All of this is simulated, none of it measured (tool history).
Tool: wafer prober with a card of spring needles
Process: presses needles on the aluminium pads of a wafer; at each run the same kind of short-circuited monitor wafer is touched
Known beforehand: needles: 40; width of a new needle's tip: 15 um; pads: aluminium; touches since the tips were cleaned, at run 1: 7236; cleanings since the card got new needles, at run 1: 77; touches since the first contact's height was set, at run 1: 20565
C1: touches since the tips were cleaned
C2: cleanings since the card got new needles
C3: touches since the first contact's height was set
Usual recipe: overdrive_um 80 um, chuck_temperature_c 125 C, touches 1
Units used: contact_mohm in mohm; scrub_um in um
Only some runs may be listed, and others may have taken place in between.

{"run": 1, "day": 0.0, "overdrive_um": 80, "chuck_temperature_c": 125, "touches": 1, "C1": 7236, "C2": 77, "C3": 20565, "contact_mohm": 285, "scrub_um": 18.885}
{"day": 0.325, "done": "tips cleaned on abrasive film"}
{"day": 2.208, "done": "tips cleaned on abrasive film"}
{"run": 2, "day": 3.383, "overdrive_um": 80, "chuck_temperature_c": 125, "touches": 1, "C1": 6576, "C2": 79, "C3": 39475, "contact_mohm": 287, "scrub_um": 18.877}
{"day": 3.85, "done": "tips cleaned on abrasive film"}
{"run": 3, "day": 5.429, "overdrive_um": 80, "chuck_temperature_c": 125, "touches": 1, "C1": 8852, "C2": 80, "C3": 50922, "contact_mohm": 289, "scrub_um": 18.863}
{"day": 5.633, "done": "tips cleaned on abrasive film"}
{"day": 7.462, "done": "tips cleaned on abrasive film"}
{"run": 4, "day": 7.742, "overdrive_um": 80, "chuck_temperature_c": 90, "touches": 1, "C1": 1552, "C2": 82, "C3": 63830, "contact_mohm": 269, "scrub_um": 18.825}
{"day": 9.254, "done": "tips cleaned on abrasive film"}
{"run": 5, "day": 10.662, "overdrive_um": 80, "chuck_temperature_c": 90, "touches": 1, "C1": 7899, "C2": 83, "C3": 80193, "contact_mohm": 283, "scrub_um": 18.814}
{"day": 10.988, "done": "tips cleaned on abrasive film"}
{"run": 6, "day": 12.488, "overdrive_um": 80, "chuck_temperature_c": 125, "touches": 1, "C1": 8401, "C2": 84, "C3": 90380, "contact_mohm": 288, "scrub_um": 18.809}
{"day": 12.758, "done": "tips cleaned on abrasive film"}
{"day": 14.496, "done": "tips cleaned on abrasive film"}
{"run": 7, "day": 15.367, "overdrive_um": 80, "chuck_temperature_c": 125, "touches": 1, "C1": 4879, "C2": 86, "C3": 106486, "contact_mohm": 282, "scrub_um": 18.784}
{"day": 16.217, "done": "tips cleaned on abrasive film"}
{"run": 8, "day": 16.979, "overdrive_um": 80, "chuck_temperature_c": 125, "touches": 1, "C1": 4268, "C2": 87, "C3": 115491, "contact_mohm": 280, "scrub_um": 18.792}
{"day": 17.908, "done": "tips cleaned on abrasive film"}
{"run": 9, "day": 18.592, "overdrive_um": 73, "chuck_temperature_c": 125, "touches": 1, "C1": 3826, "C2": 88, "C3": 124503, "contact_mohm": 287, "scrub_um": 17.109}
{"day": 19.604, "done": "tips cleaned on abrasive film"}
{"day": 19.617, "done": "height of the first contact set anew"}
{"day": 20.988, "done": "tips cleaned on abrasive film, once more"}
{"run": 10, "day": 20.988, "overdrive_um": 73, "chuck_temperature_c": 125, "touches": 1, "C1": 0, "C2": 90, "C3": 7663, "contact_mohm": 272, "scrub_um": 17.225}
{"day": 22.712, "done": "tips cleaned on abrasive film"}
{"run": 11, "day": 23.658, "overdrive_um": 85, "chuck_temperature_c": 40, "touches": 1, "C1": 5285, "C2": 91, "C3": 22592, "contact_mohm": 263, "scrub_um": 20.049}
{"day": 24.358, "done": "tips cleaned on abrasive film"}
{"day": 25.962, "done": "tips cleaned on abrasive film"}
{"run": 12, "day": 26.421, "overdrive_um": 67, "chuck_temperature_c": 75, "touches": 1, "C1": 2590, "C2": 93, "C3": 38047, "contact_mohm": 273, "scrub_um": 15.786}
{"day": 27.721, "done": "tips cleaned on abrasive film"}
{"run": 13, "day": 28.367, "overdrive_um": 93, "chuck_temperature_c": 29, "touches": 2, "C1": 3612, "C2": 94, "C3": 48912, "contact_mohm": 249, "scrub_um": 21.928}
{"day": 29.633, "done": "tips cleaned on abrasive film"}
{"run": 14, "day": 30.662, "overdrive_um": 68, "chuck_temperature_c": 55, "touches": 2, "C1": 5770, "C2": 95, "C3": 61764, "contact_mohm": 269, "scrub_um": 15.989}
{"day": 31.512, "done": "tips cleaned on abrasive film"}
{"run": 15, "day": 33.004, "overdrive_um": 68, "chuck_temperature_c": 55, "touches": 2, "C1": 8361, "C2": 96, "C3": 74860, "contact_mohm": 272, "scrub_um": 16.0}
{"day": 33.196, "done": "tips cleaned on abrasive film"}
{"day": 34.825, "done": "tips cleaned on abrasive film"}
{"run": 16, "day": 36.192, "overdrive_um": 68, "chuck_temperature_c": 55, "touches": 2, "C1": 7656, "C2": 98, "C3": 92676, "contact_mohm": 268, "scrub_um": 15.967}
{"day": 36.667, "done": "tips cleaned on abrasive film"}
{"day": 38.379, "done": "tips cleaned on abrasive film"}
{"run": 17, "day": 39.654, "overdrive_um": 68, "chuck_temperature_c": 55, "touches": 2, "C1": 7148, "C2": 100, "C3": 112040, "contact_mohm": 269, "scrub_um": 15.955}
{"day": 40.242, "done": "tips cleaned on abrasive film"}
{"run": 18, "day": 41.325, "overdrive_um": 71, "chuck_temperature_c": 125, "touches": 3, "C1": 6082, "C2": 101, "C3": 121394, "contact_mohm": 275, "scrub_um": 16.649}
{"day": 41.867, "done": "tips cleaned on abrasive film"}
{"day": 42.975, "done": "height of the first contact set anew"}
{"run": 19, "day": 43.062, "overdrive_um": 71, "chuck_temperature_c": 125, "touches": 3, "C1": 6636, "C2": 102, "C3": 505, "contact_mohm": 279, "scrub_um": 16.772}
{"day": 43.567, "done": "tips cleaned on abrasive film"}
{"day": 45.342, "done": "tips cleaned on abrasive film"}
{"run": 20, "day": 45.792, "overdrive_um": 80, "chuck_temperature_c": 55, "touches": 1, "C1": 2513, "C2": 104, "C3": 15736, "contact_mohm": 262, "scrub_um": 18.881}

Results for each run, recomputed without the tool's hidden state and with each run's random variation untouched:
Hidden state at play: debris on the tips, nm; way that the needles fall short of the set height, um; tips' diameter, um; drift of the gauge itself on contact_mohm, %; drift of the gauge itself on scrub_um, %.
run=1 contact_mohm=265 scrub_um=18.901
run=2 contact_mohm=267 scrub_um=18.907
run=3 contact_mohm=267 scrub_um=18.904
run=4 contact_mohm=258 scrub_um=18.884
run=5 contact_mohm=260 scrub_um=18.883
run=6 contact_mohm=266 scrub_um=18.885
run=7 contact_mohm=265 scrub_um=18.882
run=8 contact_mohm=265 scrub_um=18.900
run=9 contact_mohm=269 scrub_um=17.226
run=10 contact_mohm=270 scrub_um=17.233
run=11 contact_mohm=243 scrub_um=20.067
run=12 contact_mohm=255 scrub_um=15.820
run=13 contact_mohm=242 scrub_um=21.974
run=14 contact_mohm=252 scrub_um=16.044
run=15 contact_mohm=250 scrub_um=16.065
run=16 contact_mohm=248 scrub_um=16.052
run=17 contact_mohm=249 scrub_um=16.058
run=18 contact_mohm=265 scrub_um=16.758
run=19 contact_mohm=269 scrub_um=16.772
run=20 contact_mohm=249 scrub_um=18.903
